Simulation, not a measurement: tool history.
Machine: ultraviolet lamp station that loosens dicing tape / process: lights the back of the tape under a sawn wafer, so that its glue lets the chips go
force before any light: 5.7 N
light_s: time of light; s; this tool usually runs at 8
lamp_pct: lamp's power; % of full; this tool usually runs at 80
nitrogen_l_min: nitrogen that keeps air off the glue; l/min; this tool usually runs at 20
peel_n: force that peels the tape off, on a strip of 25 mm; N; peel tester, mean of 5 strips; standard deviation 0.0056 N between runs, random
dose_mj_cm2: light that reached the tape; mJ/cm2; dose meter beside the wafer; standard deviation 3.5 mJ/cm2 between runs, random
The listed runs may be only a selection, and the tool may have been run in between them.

run    day  light_s  lamp_pct  nitrogen_l_min  peel_n  dose_mj_cm2
  1  0.000        8        80              20   0.131          577
  2  0.167        4        80              20   0.693          288
  3  0.367        8        80              20   0.135          575
  4  0.738        8        80              20   0.126          574
  5  0.971        9        80              20   0.101          647
  6  1.154        8        80              20   0.130          574
  7  1.479        8        80              20   0.132          576
  8  1.742        8        80              14   0.146          571
  9  2.067        6        92              26   0.160          500
 10  2.308        6        92              26   0.166          496
 11  2.683       10        63              37   0.092          569
 12  2.867        9        63              20   0.175          513
 13  3.121        9        63              20   0.178          510
 14  3.304        9        82               6   0.200          665
 15  3.583       15        95              32   0.050         1279
 16  3.862        8        69              20   0.187          494

Consider 3 possible next runs. They are alternatives, not a sequence: every one starts from the tool as it was left by run 16. What does each give?
  A  4.196        8        95              16       ?            ?
  B  4.196        8        66              20       ?            ?
  C  4.196        8        69              30       ?            ?

run  peel_n  dose_mj_cm2
  A   0.094          684
  B   0.200          467
  C   0.141          493
Stripped of hidden state, with their random variation kept, the same runs would have yielded:
run  peel_n  dose_mj_cm2
  A   0.094          684
  B   0.200          468
  C   0.140          493
